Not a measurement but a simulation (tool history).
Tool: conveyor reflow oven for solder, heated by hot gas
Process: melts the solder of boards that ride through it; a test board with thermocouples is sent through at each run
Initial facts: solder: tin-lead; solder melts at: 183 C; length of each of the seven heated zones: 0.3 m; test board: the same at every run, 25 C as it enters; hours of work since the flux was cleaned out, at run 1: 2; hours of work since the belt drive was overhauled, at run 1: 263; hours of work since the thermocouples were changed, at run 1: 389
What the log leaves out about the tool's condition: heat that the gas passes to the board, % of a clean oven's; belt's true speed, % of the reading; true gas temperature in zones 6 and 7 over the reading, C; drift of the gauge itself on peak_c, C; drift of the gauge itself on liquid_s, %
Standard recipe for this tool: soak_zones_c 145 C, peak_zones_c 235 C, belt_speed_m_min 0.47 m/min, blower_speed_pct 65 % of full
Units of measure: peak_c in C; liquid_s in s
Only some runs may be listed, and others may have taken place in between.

| run | day | soak_zones_c | peak_zones_c | belt_speed_m_min | blower_speed_pct | hours of work since the flux was cleaned out | hours of work since the belt drive was overhauled | hours of work since the thermocouples were changed | peak_c | liquid_s |
|---|---|---|---|---|---|---|---|---|---|---|
| 1 | 0 | 145 | 235 | 0.47 | 65 | 2 | 263 | 389 | 216.6 | 59.4 |
| 2 | 1.821 | 145 | 235 | 0.47 | 65 | 25 | 287 | 413 | 216.8 | 59.5 |
| 3 | 3.883 | 145 | 235 | 0.47 | 65 | 52 | 313 | 439 | 216.7 | 59.1 |
| 4 | 6.304 | 145 | 235 | 0.419 | 65 | 83 | 344 | 470 | 219.4 | 69.7 |
| 5 | 7.904 | 145 | 235 | 0.419 | 65 | 104 | 365 | 491 | 219.6 | 69.5 |
| 6 | 10.35 | 145 | 235 | 0.419 | 65 | 135 | 396 | 522 | 219.3 | 69.5 |
| 7 | 11.496 | 145 | 235 | 0.419 | 65 | 150 | 411 | 537 | 219.2 | 69.8 |
| 8 | 13.033 | 145 | 235 | 0.47 | 65 | 170 | 431 | 557 | 215.8 | 58.4 |
| 9 | 14.275 | 145 | 235 | 0.47 | 65 | 185 | 447 | 572 | 215.3 | 58.4 |
| 10 | 15.742 | 145 | 235 | 0.47 | 65 | 204 | 466 | 591 | 215.3 | 58.2 |
| 11 | 17.629 | 145 | 235 | 0.47 | 65 | 229 | 490 | 616 | 215.3 | 58.2 |
|  | 18.642 | flux residue cleaned out of gas plates and filters |
| 12 | 20.225 | 151 | 235 | 0.47 | 65 | 20 | 521 | 646 | 215.6 | 60.6 |
| 13 | 22.438 | 145 | 235 | 0.549 | 65 | 49 | 549 | 675 | 208.4 | 42.7 |
| 14 | 24.217 | 132 | 238 | 0.526 | 58 | 72 | 572 | 698 | 205.7 | 37.4 |
|  | 24.821 | flux residue cleaned out of gas plates and filters, once more |
| 15 | 26.354 | 140 | 246 | 0.43 | 52 | 20 | 597 | 722 | 221.8 | 66.8 |
| 16 | 27.425 | 145 | 248 | 0.391 | 57 | 33 | 610 | 736 | 230.1 | 82.2 |
| 17 | 29.488 | 147 | 235 | 0.47 | 56 | 60 | 637 | 763 | 212.8 | 56.2 |
| 18 | 30.954 | 147 | 229 | 0.47 | 54 | 79 | 656 | 781 | 206.6 | 50.4 |
| 19 | 32.208 | 145 | 235 | 0.529 | 65 | 95 | 672 | 798 | 211.7 | 47.9 |
| 20 | 34.312 | 145 | 241 | 0.47 | 65 | 122 | 699 | 825 | 220.4 | 62.2 |
| 21 | 36.162 | 145 | 246 | 0.47 | 84 | 146 | 723 | 848 | 230.2 | 68.7 |
| 22 | 37.65 | 145 | 235 | 0.443 | 55 | 165 | 742 | 867 | 213.2 | 59.3 |

Each row is a separate what-if for the run after 22, all from the same tool condition, not one after another. Results?
| A | 39.967 | 137 | 227 | 0.443 | 55 | 195 | 771 | 897 | ? | ? |
| B | 39.967 | 148 | 235 | 0.443 | 55 | 195 | 771 | 897 | ? | ? |
| C | 39.967 | 135 | 234 | 0.443 | 52 | 195 | 771 | 897 | ? | ? |
| D | 39.967 | 145 | 227 | 0.459 | 65 | 195 | 771 | 897 | ? | ? |

| run | peak_c | liquid_s |
|---|---|---|
| A | 204.6 | 47 |
| B | 213.7 | 61.5 |
| C | 208.7 | 50.4 |
| D | 209 | 53.9 |
Without the tool's hidden state the same runs would have given:
| run | peak_c | liquid_s |
|---|---|---|
| A | 207.6 | 50.4 |
| B | 216.7 | 63.8 |
| C | 211.7 | 53.4 |
| D | 212.1 | 56.7 |
